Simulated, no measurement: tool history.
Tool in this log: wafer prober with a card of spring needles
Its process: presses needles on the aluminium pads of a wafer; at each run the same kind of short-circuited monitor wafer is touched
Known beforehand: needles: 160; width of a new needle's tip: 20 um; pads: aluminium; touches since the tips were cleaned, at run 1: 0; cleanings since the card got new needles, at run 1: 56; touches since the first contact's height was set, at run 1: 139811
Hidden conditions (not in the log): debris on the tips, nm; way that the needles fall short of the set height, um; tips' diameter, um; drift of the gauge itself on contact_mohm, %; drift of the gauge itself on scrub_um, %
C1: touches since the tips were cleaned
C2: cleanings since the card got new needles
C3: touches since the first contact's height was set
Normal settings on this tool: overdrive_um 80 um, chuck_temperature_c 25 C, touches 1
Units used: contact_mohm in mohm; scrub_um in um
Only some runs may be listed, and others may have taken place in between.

run 1 hour=0 | overdrive_um=80 chuck_temperature_c=25 touches=1 | C1=0 C2=56 C3=139811 | contact_mohm=161 scrub_um=22.29
-- hour=5 tips cleaned on abrasive film
-- hour=9.9 tips cleaned on abrasive film
-- hour=14.9 tips cleaned on abrasive film
run 2 hour=16.6 | overdrive_um=80 chuck_temperature_c=25 touches=1 | C1=898 C2=59 C3=148415 | contact_mohm=157 scrub_um=22.53
-- hour=19.6 tips cleaned on abrasive film
-- hour=23.6 tips cleaned on abrasive film
-- hour=28.6 tips cleaned on abrasive film
-- hour=33.6 tips cleaned on abrasive film
run 3 hour=34.7 | overdrive_um=80 chuck_temperature_c=25 touches=1 | C1=581 C2=63 C3=157729 | contact_mohm=160 scrub_um=22.54
-- hour=37.7 tips cleaned on abrasive film
-- hour=42.7 tips cleaned on abrasive film
-- hour=47.6 tips cleaned on abrasive film
-- hour=52.6 tips cleaned on abrasive film
-- hour=57.6 tips cleaned on abrasive film
run 4 hour=57.9 | overdrive_um=82 chuck_temperature_c=25 touches=1 | C1=178 C2=68 C3=169719 | contact_mohm=160 scrub_um=22.83
-- hour=61.9 tips cleaned on abrasive film
-- hour=66.9 tips cleaned on abrasive film
-- hour=71.9 tips cleaned on abrasive film
-- hour=76.8 tips cleaned on abrasive film
-- hour=80.8 tips cleaned on abrasive film
run 5 hour=81.4 | overdrive_um=82 chuck_temperature_c=25 touches=1 | C1=304 C2=73 C3=181842 | contact_mohm=160 scrub_um=23.13
-- hour=85.4 tips cleaned on abrasive film
-- hour=90.4 tips cleaned on abrasive film
-- hour=95.4 tips cleaned on abrasive film
-- hour=100.3 tips cleaned on abrasive film
run 6 hour=102.3 | overdrive_um=82 chuck_temperature_c=25 touches=1 | C1=1057 C2=77 C3=192662 | contact_mohm=163 scrub_um=22.59
-- hour=104.4 tips cleaned on abrasive film
-- hour=109.4 tips cleaned on abrasive film
-- hour=114.3 tips cleaned on abrasive film
-- hour=119.3 tips cleaned on abrasive film
-- hour=124.3 tips cleaned on abrasive film
run 7 hour=124.5 | overdrive_um=80 chuck_temperature_c=25 touches=1 | C1=144 C2=82 C3=204113 | contact_mohm=162 scrub_um=22.16
-- hour=128.5 tips cleaned on abrasive film
-- hour=132.5 tips cleaned on abrasive film
-- hour=137.5 tips cleaned on abrasive film
-- hour=142.5 tips cleaned on abrasive film
run 8 hour=144.7 | overdrive_um=80 chuck_temperature_c=25 touches=1 | C1=1186 C2=86 C3=214547 | contact_mohm=163 scrub_um=22.33
-- hour=146.8 tips cleaned on abrasive film
-- hour=151.8 tips cleaned on abrasive film
-- hour=156.7 tips cleaned on abrasive film
-- hour=160.7 tips cleaned on abrasive film
-- hour=165.7 tips cleaned on abrasive film
run 9 hour=167.3 | overdrive_um=80 chuck_temperature_c=25 touches=1 | C1=852 C2=91 C3=226180 | contact_mohm=163 scrub_um=22.23
-- hour=170.3 tips cleaned on abrasive film
-- hour=175.3 tips cleaned on abrasive film
-- hour=179.3 tips cleaned on abrasive film
-- hour=184.2 tips cleaned on abrasive film
-- hour=185.5 height of the first contact set anew
run 10 hour=187.7 | overdrive_um=93 chuck_temperature_c=25 touches=1 | C1=1664 C2=95 C3=1150 | contact_mohm=163 scrub_um=25.83
-- hour=188.7 tips cleaned on abrasive film
-- hour=193.7 tips cleaned on abrasive film
-- hour=198.7 tips cleaned on abrasive film
-- hour=203.7 tips cleaned on abrasive film
run 11 hour=203.9 | overdrive_um=80 chuck_temperature_c=31 touches=1 | C1=143 C2=99 C3=9503 | contact_mohm=162 scrub_um=21.91
-- hour=207.9 tips cleaned on abrasive film
-- hour=212.9 tips cleaned on abrasive film
-- hour=217.8 tips cleaned on abrasive film
-- hour=222.8 tips cleaned on abrasive film
-- hour=227.7 tips cleaned on abrasive film
run 12 hour=227.7 | overdrive_um=80 chuck_temperature_c=60 touches=1 | C1=0 C2=104 C3=21758 | contact_mohm=167 scrub_um=22.25
-- hour=232.6 tips cleaned on abrasive film
-- hour=237.6 tips cleaned on abrasive film
run 13 hour=239.3 | overdrive_um=80 chuck_temperature_c=60 touches=1 | C1=902 C2=106 C3=27789 | contact_mohm=166 scrub_um=21.98
-- hour=242.3 tips cleaned on abrasive film
-- hour=247.3 tips cleaned on abrasive film
-- hour=252.3 tips cleaned on abrasive film
run 14 hour=255.6 | overdrive_um=80 chuck_temperature_c=60 touches=1 | C1=1773 C2=109 C3=36240 | contact_mohm=167 scrub_um=22.61
-- hour=256.7 tips cleaned on abrasive film
-- hour=261.7 tips cleaned on abrasive film
-- hour=266.7 tips cleaned on abrasive film
-- hour=271.6 tips cleaned on abrasive film
-- hour=276.2 tips cleaned on abrasive film
run 15 hour=276.2 | overdrive_um=80 chuck_temperature_c=25 touches=1 | C1=0 C2=114 C3=46806 | contact_mohm=163 scrub_um=22.32
-- hour=281.1 tips cleaned on abrasive film
-- hour=285.1 tips cleaned on abrasive film
-- hour=290.1 tips cleaned on abrasive film
-- hour=294.1 tips cleaned on abrasive film
-- hour=298.7 tips cleaned on abrasive film
run 16 hour=298.7 | overdrive_um=73 chuck_temperature_c=25 touches=1 | C1=0 C2=119 C3=58423 | contact_mohm=161 scrub_um=19.97
-- hour=303.7 tips cleaned on abrasive film
-- hour=307.7 tips cleaned on abrasive film
run 17 hour=310.6 | overdrive_um=73 chuck_temperature_c=25 touches=1 | C1=1553 C2=121 C3=64600 | contact_mohm=162 scrub_um=20.24
-- hour=311.7 tips cleaned on abrasive film
-- hour=316.7 tips cleaned on abrasive film
-- hour=321.6 tips cleaned on abrasive film
run 18 hour=324.2 | overdrive_um=73 chuck_temperature_c=25 touches=1 | C1=1340 C2=124 C3=71593 | contact_mohm=162 scrub_um=20.3
-- hour=326.2 tips cleaned on abrasive film
-- hour=330.2 tips cleaned on abrasive film
-- hour=335.2 tips cleaned on abrasive film
-- hour=339.2 tips cleaned on abrasive film
-- hour=344.2 tips cleaned on abrasive film
run 19 hour=346.4 | overdrive_um=73 chuck_temperature_c=25 touches=1 | C1=1174 C2=129 C3=83044 | contact_mohm=162 scrub_um=20.65
-- hour=348.4 tips cleaned on abrasive film
-- hour=353.4 tips cleaned on abrasive film
-- hour=358.4 tips cleaned on abrasive film
-- hour=363.4 tips cleaned on abrasive film
-- hour=368.3 tips cleaned on abrasive film
run 20 hour=368.6 | overdrive_um=80 chuck_temperature_c=74 touches=2 | C1=157 C2=134 C3=94503 | contact_mohm=173 scrub_um=22.38
-- hour=372.6 tips cleaned on abrasive film
-- hour=377.6 tips cleaned on abrasive film
-- hour=382.6 tips cleaned on abrasive film
-- hour=387.5 tips cleaned on abrasive film
run 21 hour=389.6 | overdrive_um=81 chuck_temperature_c=35 touches=2 | C1=1090 C2=138 C3=105354 | contact_mohm=161 scrub_um=23.06
-- hour=391.6 tips cleaned on abrasive film
-- hour=396.6 tips cleaned on abrasive film
-- hour=401.6 tips cleaned on abrasive film
-- hour=406.6 tips cleaned on abrasive film
-- hour=410.6 tips cleaned on abrasive film
run 22 hour=413.6 | overdrive_um=81 chuck_temperature_c=35 touches=2 | C1=1603 C2=143 C3=117741 | contact_mohm=166 scrub_um=22.77
-- hour=414.7 tips cleaned on abrasive film
-- hour=419.6 tips cleaned on abrasive film
-- hour=424.6 tips cleaned on abrasive film
-- hour=429.6 tips cleaned on abrasive film
run 23 hour=430.7 | overdrive_um=97 chuck_temperature_c=82 touches=1 | C1=570 C2=147 C3=126526 | contact_mohm=168 scrub_um=27.13
-- hour=433.7 tips cleaned on abrasive film
-- hour=437.7 tips cleaned on abrasive film
-- hour=442.7 tips cleaned on abrasive film
-- hour=447.6 tips cleaned on abrasive film
run 24 hour=450.8 | overdrive_um=61 chuck_temperature_c=122 touches=2 | C1=1671 C2=151 C3=136933 | contact_mohm=180 scrub_um=17.14
-- hour=451.8 tips cleaned on abrasive film
-- hour=456.8 tips cleaned on abrasive film
-- hour=461.8 tips cleaned on abrasive film
run 25 hour=462.9 | overdrive_um=94 chuck_temperature_c=114 touches=2 | C1=610 C2=154 C3=143179 | contact_mohm=175 scrub_um=26.26
-- hour=466 tips cleaned on abrasive film
-- hour=470.9 tips cleaned on abrasive film
run 26 hour=474.7 | overdrive_um=97 chuck_temperature_c=61 touches=1 | C1=1996 C2=156 C3=149288 | contact_mohm=162 scrub_um=26.99

Hidden state at the last listed run before each entry between runs and at the first one after, where it differs:
In the gap between runs 1 and 2: tips cleaned on abrasive film (hour 5); tips cleaned on abrasive film (hour 9.9); tips cleaned on abrasive film (hour 14.9)
  debris on the tips, nm: 0.1 -> 0.3
In the gap between runs 2 and 3: tips cleaned on abrasive film (hour 19.6); tips cleaned on abrasive film (hour 23.6); tips cleaned on abrasive film (hour 28.6); tips cleaned on abrasive film (hour 33.6)
  debris on the tips, nm: 0.3 -> 0.2
In the gap between runs 3 and 4: tips cleaned on abrasive film (hour 37.7); tips cleaned on abrasive film (hour 42.7); tips cleaned on abrasive film (hour 47.6); tips cleaned on abrasive film (hour 52.6); tips cleaned on abrasive film (hour 57.6)
  debris on the tips, nm: 0.2 -> 0.1
In the gap between runs 4 and 5: tips cleaned on abrasive film (hour 61.9); tips cleaned on abrasive film (hour 66.9); tips cleaned on abrasive film (hour 71.9); tips cleaned on abrasive film (hour 76.8); tips cleaned on abrasive film (hour 80.8)
  no difference in the tool's unlogged condition between these two runs
In the gap between runs 5 and 6: tips cleaned on abrasive film (hour 85.4); tips cleaned on abrasive film (hour 90.4); tips cleaned on abrasive film (hour 95.4); tips cleaned on abrasive film (hour 100.3)
  debris on the tips, nm: 0.1 -> 0.4; way that the needles fall short of the set height, um: 0.03 -> 0.04
In the gap between runs 6 and 7: tips cleaned on abrasive film (hour 104.4); tips cleaned on abrasive film (hour 109.4); tips cleaned on abrasive film (hour 114.3); tips cleaned on abrasive film (hour 119.3); tips cleaned on abrasive film (hour 124.3)
  debris on the tips, nm: 0.4 -> 0.1
In the gap between runs 7 and 8: tips cleaned on abrasive film (hour 128.5); tips cleaned on abrasive film (hour 132.5); tips cleaned on abrasive film (hour 137.5); tips cleaned on abrasive film (hour 142.5)
  debris on the tips, nm: 0.1 -> 0.4
In the gap between runs 8 and 9: tips cleaned on abrasive film (hour 146.8); tips cleaned on abrasive film (hour 151.8); tips cleaned on abrasive film (hour 156.7); tips cleaned on abrasive film (hour 160.7); tips cleaned on abrasive film (hour 165.7)
  debris on the tips, nm: 0.4 -> 0.3
In the gap between runs 9 and 10: tips cleaned on abrasive film (hour 170.3); tips cleaned on abrasive film (hour 175.3); tips cleaned on abrasive film (hour 179.3); tips cleaned on abrasive film (hour 184.2); height of the first contact set anew (hour 185.5)
  debris on the tips, nm: 0.3 -> 0.5; way that the needles fall short of the set height, um: 0.04 -> 0; tips' diameter, um: 20.01 -> 20.02
In the gap between runs 10 and 11: tips cleaned on abrasive film (hour 188.7); tips cleaned on abrasive film (hour 193.7); tips cleaned on abrasive film (hour 198.7); tips cleaned on abrasive film (hour 203.7)
  debris on the tips, nm: 0.5 -> 0.1
In the gap between runs 11 and 12: tips cleaned on abrasive film (hour 207.9); tips cleaned on abrasive film (hour 212.9); tips cleaned on abrasive film (hour 217.8); tips cleaned on abrasive film (hour 222.8); tips cleaned on abrasive film (hour 227.7)
  debris on the tips, nm: 0.1 -> 0
In the gap between runs 12 and 13: tips cleaned on abrasive film (hour 232.6); tips cleaned on abrasive film (hour 237.6)
  debris on the tips, nm: 0 -> 0.3
In the gap between runs 13 and 14: tips cleaned on abrasive film (hour 242.3); tips cleaned on abrasive film (hour 247.3); tips cleaned on abrasive film (hour 252.3)
  debris on the tips, nm: 0.3 -> 0.5; way that the needles fall short of the set height, um: 0 -> 0.01
In the gap between runs 14 and 15: tips cleaned on abrasive film (hour 256.7); tips cleaned on abrasive film (hour 261.7); tips cleaned on abrasive film (hour 266.7); tips cleaned on abrasive film (hour 271.6); tips cleaned on abrasive film (hour 276.2)
  debris on the tips, nm: 0.5 -> 0
In the gap between runs 15 and 16: tips cleaned on abrasive film (hour 281.1); tips cleaned on abrasive film (hour 285.1); tips cleaned on abrasive film (hour 290.1); tips cleaned on abrasive film (hour 294.1); tips cleaned on abrasive film (hour 298.7)
  no difference in the tool's unlogged condition between these two runs
In the gap between runs 16 and 17: tips cleaned on abrasive film (hour 303.7); tips cleaned on abrasive film (hour 307.7)
  debris on the tips, nm: 0 -> 0.5
In the gap between runs 17 and 18: tips cleaned on abrasive film (hour 311.7); tips cleaned on abrasive film (hour 316.7); tips cleaned on abrasive film (hour 321.6)
  debris on the tips, nm: 0.5 -> 0.4
In the gap between runs 18 and 19: tips cleaned on abrasive film (hour 326.2); tips cleaned on abrasive film (hour 330.2); tips cleaned on abrasive film (hour 335.2); tips cleaned on abrasive film (hour 339.2); tips cleaned on abrasive film (hour 344.2)
  way that the needles fall short of the set height, um: 0.01 -> 0.02
In the gap between runs 19 and 20: tips cleaned on abrasive film (hour 348.4); tips cleaned on abrasive film (hour 353.4); tips cleaned on abrasive film (hour 358.4); tips cleaned on abrasive film (hour 363.4); tips cleaned on abrasive film (hour 368.3)
  debris on the tips, nm: 0.4 -> 0.1
In the gap between runs 20 and 21: tips cleaned on abrasive film (hour 372.6); tips cleaned on abrasive film (hour 377.6); tips cleaned on abrasive film (hour 382.6); tips cleaned on abrasive film (hour 387.5)
  debris on the tips, nm: 0.1 -> 0.4
In the gap between runs 21 and 22: tips cleaned on abrasive film (hour 391.6); tips cleaned on abrasive film (hour 396.6); tips cleaned on abrasive film (hour 401.6); tips cleaned on abrasive film (hour 406.6); tips cleaned on abrasive film (hour 410.6)
  debris on the tips, nm: 0.4 -> 0.5
In the gap between runs 22 and 23: tips cleaned on abrasive film (hour 414.7); tips cleaned on abrasive film (hour 419.6); tips cleaned on abrasive film (hour 424.6); tips cleaned on abrasive film (hour 429.6)
  debris on the tips, nm: 0.5 -> 0.2
In the gap between runs 23 and 24: tips cleaned on abrasive film (hour 433.7); tips cleaned on abrasive film (hour 437.7); tips cleaned on abrasive film (hour 442.7); tips cleaned on abrasive film (hour 447.6)
  debris on the tips, nm: 0.2 -> 0.6; way that the needles fall short of the set height, um: 0.02 -> 0.03
In the gap between runs 24 and 25: tips cleaned on abrasive film (hour 451.8); tips cleaned on abrasive film (hour 456.8); tips cleaned on abrasive film (hour 461.8)
  debris on the tips, nm: 0.6 -> 0.3
In the gap between runs 25 and 26: tips cleaned on abrasive film (hour 466); tips cleaned on abrasive film (hour 470.9)
  debris on the tips, nm: 0.3 -> 0.6; tips' diameter, um: 20.02 -> 20.03

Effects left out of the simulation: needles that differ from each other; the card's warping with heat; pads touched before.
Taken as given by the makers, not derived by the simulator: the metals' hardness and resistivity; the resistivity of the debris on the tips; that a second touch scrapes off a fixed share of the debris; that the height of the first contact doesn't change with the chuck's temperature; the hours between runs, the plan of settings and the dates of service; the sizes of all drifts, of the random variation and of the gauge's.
